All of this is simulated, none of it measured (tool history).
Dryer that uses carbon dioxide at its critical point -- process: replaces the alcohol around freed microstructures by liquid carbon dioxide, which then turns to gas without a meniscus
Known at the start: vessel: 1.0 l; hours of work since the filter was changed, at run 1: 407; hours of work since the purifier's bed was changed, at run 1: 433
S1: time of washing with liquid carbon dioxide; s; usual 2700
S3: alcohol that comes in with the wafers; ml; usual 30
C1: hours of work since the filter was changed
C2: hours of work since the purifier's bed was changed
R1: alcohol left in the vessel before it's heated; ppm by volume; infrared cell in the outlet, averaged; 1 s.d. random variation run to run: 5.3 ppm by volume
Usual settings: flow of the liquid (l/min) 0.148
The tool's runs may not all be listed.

run 1 hour=0.0 | S1=2700 flow_of_the_liquid_(l/min)=0.148 S3=30 | C1=407 C2=433 | R1=223
run 2 hour=18.7 | S1=2700 flow_of_the_liquid_(l/min)=0.148 S3=30 | C1=417 C2=443 | R1=231
run 3 hour=38.9 | S1=2700 flow_of_the_liquid_(l/min)=0.148 S3=30 | C1=428 C2=454 | R1=227
run 4 hour=50.9 | S1=2700 flow_of_the_liquid_(l/min)=0.148 S3=30 | C1=435 C2=461 | R1=240
run 5 hour=62.0 | S1=2700 flow_of_the_liquid_(l/min)=0.148 S3=30 | C1=441 C2=467 | R1=226
run 6 hour=83.1 | S1=2700 flow_of_the_liquid_(l/min)=0.148 S3=30 | C1=452 C2=478 | R1=224
run 7 hour=98.8 | S1=2700 flow_of_the_liquid_(l/min)=0.148 S3=30 | C1=461 C2=487 | R1=224
run 8 hour=116.4 | S1=2340 flow_of_the_liquid_(l/min)=0.196 S3=32 | C1=470 C2=496 | R1=122
run 9 hour=136.2 | S1=2340 flow_of_the_liquid_(l/min)=0.196 S3=32 | C1=481 C2=507 | R1=125
run 10 hour=153.5 | S1=2940 flow_of_the_liquid_(l/min)=0.235 S3=30 | C1=491 C2=517 | R1=25
run 11 hour=174.8 | S1=2700 flow_of_the_liquid_(l/min)=0.148 S3=96 | C1=502 C2=528 | R1=722
run 12 hour=189.4 | S1=2340 flow_of_the_liquid_(l/min)=0.182 S3=96 | C1=510 C2=536 | R1=503

Forecast each of these 5 alternatives for the next run:
run A hour=200.9 | S1=3420 flow_of_the_liquid_(l/min)=0.131 S3=96 | C1=516 C2=543 | R1=?
run B hour=200.9 | S1=2340 flow_of_the_liquid_(l/min)=0.181 S3=96 | C1=516 C2=543 | R1=?
run C hour=200.9 | S1=2520 flow_of_the_liquid_(l/min)=0.228 S3=21 | C1=516 C2=543 | R1=?
run D hour=200.9 | S1=2880 flow_of_the_liquid_(l/min)=0.148 S3=30 | C1=516 C2=543 | R1=?
run E hour=200.9 | S1=2580 flow_of_the_liquid_(l/min)=0.154 S3=88 | C1=516 C2=543 | R1=?

run=A R1=439
run=B R1=528
run=C R1=42
run=D R1=188
run=E R1=702
Had the tool no hidden state, the same runs would have come out as:
run=A R1=209
run=B R1=259
run=C R1=10
run=D R1=87
run=E R1=366
